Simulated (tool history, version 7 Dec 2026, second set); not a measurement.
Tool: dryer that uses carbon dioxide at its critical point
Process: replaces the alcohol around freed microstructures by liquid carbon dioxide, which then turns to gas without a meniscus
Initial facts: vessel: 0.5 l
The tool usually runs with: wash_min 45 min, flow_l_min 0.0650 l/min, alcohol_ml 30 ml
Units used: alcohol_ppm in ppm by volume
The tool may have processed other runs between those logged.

run	hour	wash_min	flow_l_min	alcohol_ml	alcohol_ppm
1	0.0	45	0.0650	30	471
2	14.0	45	0.0417	30	2812
3	26.9	45	0.0650	30	508
4	35.3	45	0.0650	31	523
5	42.3	45	0.1099	30	69
6	49.1	45	0.1089	30	81
7	58.5	45	0.0650	30	555
8	73.1	45	0.0650	30	583
9	80.6	45	0.0650	30	575
10	90.4	35	0.0650	30	1583
11	103.7	35	0.0650	30	1662
12	113.1	34	0.0650	30	1907
13	120.1	34	0.0650	30	1891
14	132.2	34	0.0650	30	1903
15	139.0	45	0.0650	30	684
16	149.6	45	0.0552	30	1337
17	156.8	45	0.0650	30	714
18	166.7	45	0.0650	30	730
19	176.9	45	0.0650	30	763
20	190.3	45	0.0650	30	783
21	198.6	45	0.0506	30	2100
# hour 211.8: inlet filter changed
22	212.9	45	0.0650	30	515
23	221.9	53	0.0579	118	1458

Estimate the outcome of run 24 from the log above:
24	229.8	45	0.0456	30	?

Run 24 produced alcohol_ppm 2111 ppm by volume.
On a tool with no hidden condition, and with the same random variation, this run would have come out at alcohol_ppm 1941 ppm by volume.

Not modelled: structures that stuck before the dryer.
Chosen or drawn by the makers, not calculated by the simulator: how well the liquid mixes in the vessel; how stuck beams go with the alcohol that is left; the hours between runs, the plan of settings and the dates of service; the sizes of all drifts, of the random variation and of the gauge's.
